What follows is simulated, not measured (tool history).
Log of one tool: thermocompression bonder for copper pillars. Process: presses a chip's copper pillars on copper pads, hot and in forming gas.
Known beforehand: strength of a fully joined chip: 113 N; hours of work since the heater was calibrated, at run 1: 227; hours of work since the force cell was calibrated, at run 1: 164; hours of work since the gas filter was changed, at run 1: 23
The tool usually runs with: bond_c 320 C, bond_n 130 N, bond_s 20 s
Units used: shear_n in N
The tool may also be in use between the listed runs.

run	hour	bond_c	bond_n	bond_s	hours of work since the heater was calibrated	hours of work since the force cell was calibrated	hours of work since the gas filter was changed	shear_n
1	0.0	320	130	20	227	164	23	49.5
2	15.3	320	130	20	233	171	29	50.9
3	41.8	320	130	20	244	181	40	50.8
4	64.1	320	130	20	253	190	49	49.9
5	92.4	320	130	20	264	202	60	50.1
6	120.3	320	130	20	275	213	72	48.5
7	146.0	320	130	31	286	224	82	57.1
8	170.0	320	130	31	296	233	92	58.4
9	184.4	320	130	31	302	239	98	57.6
10	209.1	320	130	31	312	249	108	58.2
11	225.8	320	130	31	318	256	114	58.0
12	254.1	320	130	20	330	267	126	49.5
13	277.9	320	130	20	339	277	136	50.9
14	298.7	320	130	20	348	286	144	50.8
15	317.7	320	130	32	356	293	152	57.0
16	340.6	320	130	32	365	303	161	57.5
17	369.3	320	186	32	377	314	173	75.9
18	396.1	320	186	32	387	325	183	76.9
19	424.4	320	186	32	399	337	195	75.2
20	436.0	320	186	32	404	341	200	75.8
# hour 442.4: forming gas filter changed
21	451.8	290	186	21	410	348	4	54.3
22	465.3	290	186	21	415	353	9	54.0
# hour 469.9: heater calibrated with a thermocouple chip
23	491.8	302	116	11	9	363	19	30.6
24	506.5	302	116	11	15	369	25	31.1
25	528.9	302	116	11	24	378	34	31.5
26	540.5	336	187	11	29	383	39	66.9
27	554.9	333	117	33	35	389	45	64.2
28	579.3	336	130	58	44	398	55	81.6
29	604.4	314	133	14	55	409	65	45.5
# hour 611.1: heater calibrated with a thermocouple chip, once more
30	618.9	314	133	14	3	414	70	41.5
31	647.1	344	168	20	15	425	81	75.1
32	662.6	334	130	22	21	431	88	58.3
33	674.3	334	130	22	26	436	92	58.3
34	692.0	346	130	20	33	443	100	60.6
35	709.3	346	130	20	40	450	107	61.6
36	723.7	299	130	20	46	456	113	40.2
37	746.1	332	81	18	55	465	122	33.0
38	764.0	332	81	18	62	473	129	33.0
39	782.6	332	81	18	70	480	136	32.8

4 ways to go on from here, each from the tool as it stands after run 39. What would each give?
A	801.1	332	81	11	77	488	144	?
B	801.1	320	105	39	77	488	144	?
C	801.1	332	155	46	77	488	144	?
D	801.1	294	130	20	77	488	144	?

run	shear_n
A	29.1
B	52.3
C	80.9
D	38.3
With no hidden state in the tool, these same runs would have given:
run	shear_n
A	27.6
B	50.2
C	79.6
D	36.4

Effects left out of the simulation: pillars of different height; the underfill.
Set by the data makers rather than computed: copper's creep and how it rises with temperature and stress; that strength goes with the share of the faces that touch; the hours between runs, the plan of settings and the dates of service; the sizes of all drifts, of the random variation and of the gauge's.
